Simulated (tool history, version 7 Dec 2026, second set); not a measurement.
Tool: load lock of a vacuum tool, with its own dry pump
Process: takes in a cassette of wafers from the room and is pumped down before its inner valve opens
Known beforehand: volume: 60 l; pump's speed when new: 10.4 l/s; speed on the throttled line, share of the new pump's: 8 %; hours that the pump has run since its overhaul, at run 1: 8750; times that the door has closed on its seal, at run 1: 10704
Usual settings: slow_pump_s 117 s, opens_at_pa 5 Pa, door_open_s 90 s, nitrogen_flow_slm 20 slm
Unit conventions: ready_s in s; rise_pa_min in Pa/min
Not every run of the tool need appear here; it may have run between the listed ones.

run,hour,slow_pump_s,opens_at_pa,door_open_s,nitrogen_flow_slm,hours that the pump has run since its overhaul,times that the door has closed on its seal,"incoming humidity of the room's air, %",ready_s,rise_pa_min
1,0,117,5,90,20,8750,10704,45.7,164.7,0.043
2,607.5,117,5,90,36,9357,13325,45.4,164.7,0.033
3,1004.5,117,7,90,36,9754,15037,43.8,162.4,0.03
4,1490.8,117,7,90,20,10241,17134,44,162.4,0.038
5,1986.8,117,7,90,20,10737,19274,47.2,162.7,0.047
6,2324.9,117,7,90,20,11075,20732,44.9,162.6,0.044
7,2958.9,117,7,90,20,11709,23466,43.6,162.6,0.045
8,3336.5,117,5,45,32,12086,25095,45.8,165.7,0.026
9,3799.2,117,5,29,25,12549,27091,45.1,165.2,0.022
10,4422,117,4,90,20,13172,29777,45.8,166.3,0.049
# hour 4592.9: dry pump taken out, an overhauled one fitted
11,4769.5,117,4,90,20,177,31250,49,167.1,0.042
12,5451.9,117,5,90,26,859,34193,43.5,165.4,0.038
13,5803.4,117,5,90,26,1211,35709,43.3,164.9,0.039
# hour 6130.7: door's seal changed, seat wiped
14,6411.8,117,5,90,4,1817,1212,46.1,165.3,0.061

Here are 3 independent what-if runs from the current tool condition. What would each one return?
A,6780.7,117,5,143,20,2186,2803,42.9,?,?
B,6780.7,215,7,90,12,2186,2803,45.9,?,?
C,6780.7,117,5,90,15,2186,2803,43.2,?,?

run,ready_s,rise_pa_min
A,164.8,0.057
B,253.1,0.051
C,165.2,0.047
With the hidden condition removed and each run's random variation left untouched, the same runs would have given:
run,ready_s,rise_pa_min
A,164.8,0.057
B,253.1,0.051
C,165.2,0.047

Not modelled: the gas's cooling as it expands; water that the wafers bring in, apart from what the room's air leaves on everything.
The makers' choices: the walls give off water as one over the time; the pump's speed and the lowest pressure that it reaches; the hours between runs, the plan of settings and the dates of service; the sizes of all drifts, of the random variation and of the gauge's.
